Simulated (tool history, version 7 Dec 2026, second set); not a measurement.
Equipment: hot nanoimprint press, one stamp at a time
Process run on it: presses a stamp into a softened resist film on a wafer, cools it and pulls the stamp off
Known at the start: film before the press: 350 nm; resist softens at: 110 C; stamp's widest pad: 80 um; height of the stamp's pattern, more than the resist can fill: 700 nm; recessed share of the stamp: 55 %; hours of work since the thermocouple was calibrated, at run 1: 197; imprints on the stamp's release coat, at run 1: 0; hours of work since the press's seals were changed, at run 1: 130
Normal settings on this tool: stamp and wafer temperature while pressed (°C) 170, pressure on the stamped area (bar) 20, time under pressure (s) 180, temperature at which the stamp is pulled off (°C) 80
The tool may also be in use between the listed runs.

run   hour  stamp and wafer temperature while pressed (°C)  pressure on the stamped area (bar)  time under pressure (s)  temperature at which the stamp is pulled off (°C)  hours of work since the thermocouple was calibrated  imprints on the stamp's release coat  hours of work since the press's seals were changed  resist left under the stamp's widest pad (angstrom)  greatest force while the stamp is pulled off (N)
  1      0                                             170                                  20                      180                                                 80                                                  197                                     0                                                 130                                                 1898                                               126
  2   32.3                                             170                                  20                      180                                                 80                                                  222                                   194                                                 154                                                 1913                                               129
  3   52.9                                             170                                  20                      180                                                 80                                                  238                                   317                                                 170                                                 1910                                               133
  4   83.2                                             170                                  20                      180                                                 80                                                  261                                   498                                                 193                                                 1905                                               138
  5  108.4                                             170                                  20                      180                                                 80                                                  280                                   649                                                 212                                                 1905                                               140
  6  130.6                                             170                                  20                      180                                                 80                                                  297                                   782                                                 229                                                 1893                                               144
  7  163.1                                             170                                  20                      180                                                 80                                                  321                                   977                                                 254                                                 1888                                               149
  8  185.7                                             170                                  20                      180                                                 80                                                  339                                  1112                                                 271                                                 1881                                               149
  9    200                                             170                                  20                      180                                                 80                                                  349                                  1197                                                 282                                                 1884                                               159
       205  -- plate thermocouple calibrated
 10  231.9                                             170                                  20                      180                                                 80                                                   20                                  1371                                                 304                                                 1849                                               156
 11  255.7                                             170                                15.8                      180                                                 80                                                   39                                  1513                                                 322                                                 2017                                               158
 12  275.7                                             170                                15.8                      180                                                 80                                                   54                                  1633                                                 337                                                 2016                                               158
 13  307.2                                             170                                27.7                      180                                                 80                                                   78                                  1822                                                 361                                                 1617                                               168
 14  336.4                                             170                                27.7                      180                                                 80                                                  100                                  1996                                                 383                                                 1614                                               168
 15  360.1                                             170                                  20                      180                                                 82                                                  118                                  2138                                                 401                                                 1827                                               164
     374.9  -- plate thermocouple calibrated, once more
 16  381.7                                             162                                  13                      168                                                 68                                                    5                                  2249                                                 415                                                 3044                                               198
     406.4  -- stamp cleaned and given a new release coat
 17  417.8                                             177                                17.8                      107                                                 73                                                   28                                    68                                                 438                                                 1684                                               143
 18  442.3                                             177                                17.8                      107                                                 73                                                   47                                   214                                                 457                                                 1674                                               147
 19  471.9                                             170                                16.9                      180                                                 71                                                   69                                   391                                                 479                                                 2065                                               149
 20  485.5                                             180                                13.6                      320                                                 83                                                   79                                   473                                                 489                                                 1013                                               137
 21  500.6                                             180                                29.9                      139                                                 83                                                   91                                   564                                                 501                                                  988                                               133
 22  521.5                                             180                                29.9                      139                                                 83                                                  107                                   689                                                 517                                                 1001                                               134
 23  552.8                                             165                                15.6                      139                                                 85                                                  131                                   876                                                 541                                                 2760                                               139
 24  579.8                                             170                                16.2                      139                                                 85                                                  151                                  1037                                                 561                                                 2257                                               135
 25  598.7                                             170                                16.2                      139                                                 85                                                  165                                  1151                                                 575                                                 2246                                               149
 26  617.2                                             172                                15.2                      194                                                 85                                                  180                                  1262                                                 589                                                 1863                                               146
 27  649.6                                             169                                15.2                      334                                                 76                                                  204                                  1455                                                 614                                                 1824                                               168
 28  665.8                                             169                                15.2                      334                                                 76                                                  216                                  1552                                                 626                                                 1815                                               169
 29  688.2                                             169                                15.2                      334                                                 76                                                  233                                  1686                                                 643                                                 1817                                               175

Consider 4 possible next runs. They are alternatives, not a sequence: every one starts from the tool as it was left by run 29. What does each give?
  A  714.1                                             169                                  19                      334                                                 76                                                  253                                  1842                                                 663                                                    ?                                                 ?
  B  714.1                                             168                                  20                      152                                                 65                                                  253                                  1842                                                 663                                                    ?                                                 ?
  C  714.1                                             164                                  20                      180                                                 80                                                  253                                  1842                                                 663                                                    ?                                                 ?
  D  714.1                                             162                                  20                      180                                                 80                                                  253                                  1842                                                 663                                                    ?                                                 ?

run  resist left under the stamp's widest pad (angstrom)  greatest force while the stamp is pulled off (N)
  A                                                 1663                                               179
  B                                                 2240                                               200
  C                                                 2559                                               171
  D                                                 2761                                               172
Take away the tool's hidden state, keep each run's random variation, and the runs would have read:
run  resist left under the stamp's widest pad (angstrom)  greatest force while the stamp is pulled off (N)
  A                                                 1707                                               135
  B                                                 2285                                               150
  C                                                 2604                                               129
  D                                                 2802                                               129
